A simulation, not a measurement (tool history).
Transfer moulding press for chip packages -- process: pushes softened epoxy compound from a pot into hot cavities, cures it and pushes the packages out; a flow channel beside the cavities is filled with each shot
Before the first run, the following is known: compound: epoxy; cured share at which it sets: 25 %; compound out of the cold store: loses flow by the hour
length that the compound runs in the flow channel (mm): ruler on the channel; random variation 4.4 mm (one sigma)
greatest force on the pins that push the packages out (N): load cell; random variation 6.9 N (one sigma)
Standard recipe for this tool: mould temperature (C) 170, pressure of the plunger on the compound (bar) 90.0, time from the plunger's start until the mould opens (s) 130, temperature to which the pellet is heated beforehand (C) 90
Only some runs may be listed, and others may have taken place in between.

run     day  mould temperature (C)  pressure of the plunger on the compound (bar)  time from the plunger's start until the mould opens (s)  temperature to which the pellet is heated beforehand (C)  incoming compound's hours out of the cold store  length that the compound runs in the flow channel (mm)  greatest force on the pins that push the packages out (N)
  1   0.000                    170                                           90.0                                                      130                                                        90                                             31.1                                                     901                                                        280
  2   1.800                    170                                           90.0                                                      130                                                        90                                             28.0                                                     909                                                        289
      3.008  -- cavities cleaned with cleaning compound and waxed
  3   4.908                    170                                           90.0                                                      130                                                        90                                             45.3                                                     838                                                        286
      7.317  -- cavities cleaned with cleaning compound and waxed
  4   7.688                    170                                           90.0                                                      130                                                        90                                             27.4                                                     919                                                        276
  5  11.188                    170                                           90.0                                                      130                                                        90                                             45.6                                                     829                                                        270
     11.529  -- plunger's sealing rings changed
     11.867  -- cavities cleaned with cleaning compound and waxed
  6  14.392                    170                                           90.0                                                      130                                                        92                                             21.2                                                     951                                                        289
     16.062  -- cavities cleaned with cleaning compound and waxed
  7  16.554                    170                                           90.0                                                      130                                                        92                                             22.0                                                     954                                                        287
  8  19.888                    170                                           90.0                                                      130                                                        92                                             11.6                                                    1005                                                        291
     20.458  -- cavities cleaned with cleaning compound and waxed
  9  22.442                    173                                           90.0                                                      130                                                        90                                             22.3                                                     935                                                        250
     24.821  -- cavities cleaned with cleaning compound and waxed
 10  25.654                    173                                           90.0                                                      130                                                        90                                             34.9                                                     869                                                        248
 11  27.775                    170                                           90.0                                                      130                                                        90                                             29.6                                                     912                                                        273
     29.104  -- cavities cleaned with cleaning compound and waxed
 12  31.038                    165                                           90.0                                                      130                                                        90                                             11.9                                                    1034                                                        451
     33.371  -- cavities cleaned with cleaning compound and waxed
 13  34.504                    165                                           90.0                                                      130                                                        90                                             22.3                                                     988                                                        404
     37.733  -- cavities cleaned with cleaning compound and waxed
     38.508  -- plunger's sealing rings changed
 14  38.508                    165                                           90.0                                                      130                                                        90                                             21.5                                                     980                                                        408
     42.058  -- cavities cleaned with cleaning compound and waxed
 15  42.058                    170                                           72.5                                                      145                                                        96                                             33.2                                                     802                                                        250
 16  45.279                    170                                           96.4                                                      116                                                        82                                             31.7                                                     930                                                        350
     46.458  -- cavities cleaned with cleaning compound and waxed
 17  47.862                    170                                           96.4                                                      116                                                        82                                              9.1                                                    1049                                                        369
 18  49.942                    163                                           96.4                                                      116                                                        82                                             20.5                                                    1045                                                        628
     50.779  -- cavities cleaned with cleaning compound and waxed
 19  53.867                    170                                           76.2                                                      159                                                        91                                             43.7                                                     774                                                        230
     55.050  -- cavities cleaned with cleaning compound and waxed
     57.862  -- mould's thermocouples calibrated
 20  57.862                    175                                           76.2                                                      159                                                        96                                             35.7                                                     782                                                        230
     59.567  -- cavities cleaned with cleaning compound and waxed
 21  61.338                    175                                           76.2                                                      159                                                        96                                             34.2                                                     791                                                        228
     64.067  -- cavities cleaned with cleaning compound and waxed
 22  64.812                    175                                           76.2                                                      159                                                        96                                             31.3                                                     808                                                        215
     65.488  -- plunger's sealing rings changed
 23  67.292                    172                                           76.2                                                      130                                                       100                                             37.9                                                     787                                                        245
     68.396  -- cavities cleaned with cleaning compound and waxed
 24  70.350                    177                                           76.2                                                      127                                                        81                                             44.0                                                     747                                                        231
 25  72.354                    177                                           76.2                                                      127                                                        81                                             17.7                                                     864                                                        233
     72.762  -- cavities cleaned with cleaning compound and waxed
 26  75.983                    172                                           90.0                                                      164                                                        90                                             39.3                                                     853                                                        228

What if the next run were any one of these 4? Each begins from the tool's condition after run 26:
     77.154  -- cavities cleaned with cleaning compound and waxed
  A  79.283                    170                                           78.0                                                      130                                                        90                                             41.2                                                       ?                                                          ?
     77.154  -- cavities cleaned with cleaning compound and waxed
  B  79.283                    170                                           98.9                                                      130                                                       100                                             32.4                                                       ?                                                          ?
     77.154  -- cavities cleaned with cleaning compound and waxed
  C  79.283                    172                                           90.0                                                      164                                                        90                                             44.2                                                       ?                                                          ?
     77.154  -- cavities cleaned with cleaning compound and waxed
  D  79.283                    172                                           69.1                                                      164                                                        86                                             19.1                                                       ?                                                          ?

run  length that the compound runs in the flow channel (mm)  greatest force on the pins that push the packages out (N)
  A                                                     800                                                        273
  B                                                     933                                                        287
  C                                                     829                                                        233
  D                                                     832                                                        227
With the hidden condition removed and each run's random variation left untouched, the same runs would have given:
run  length that the compound runs in the flow channel (mm)  greatest force on the pins that push the packages out (N)
  A                                                     800                                                        269
  B                                                     934                                                        283
  C                                                     830                                                        230
  D                                                     832                                                        224

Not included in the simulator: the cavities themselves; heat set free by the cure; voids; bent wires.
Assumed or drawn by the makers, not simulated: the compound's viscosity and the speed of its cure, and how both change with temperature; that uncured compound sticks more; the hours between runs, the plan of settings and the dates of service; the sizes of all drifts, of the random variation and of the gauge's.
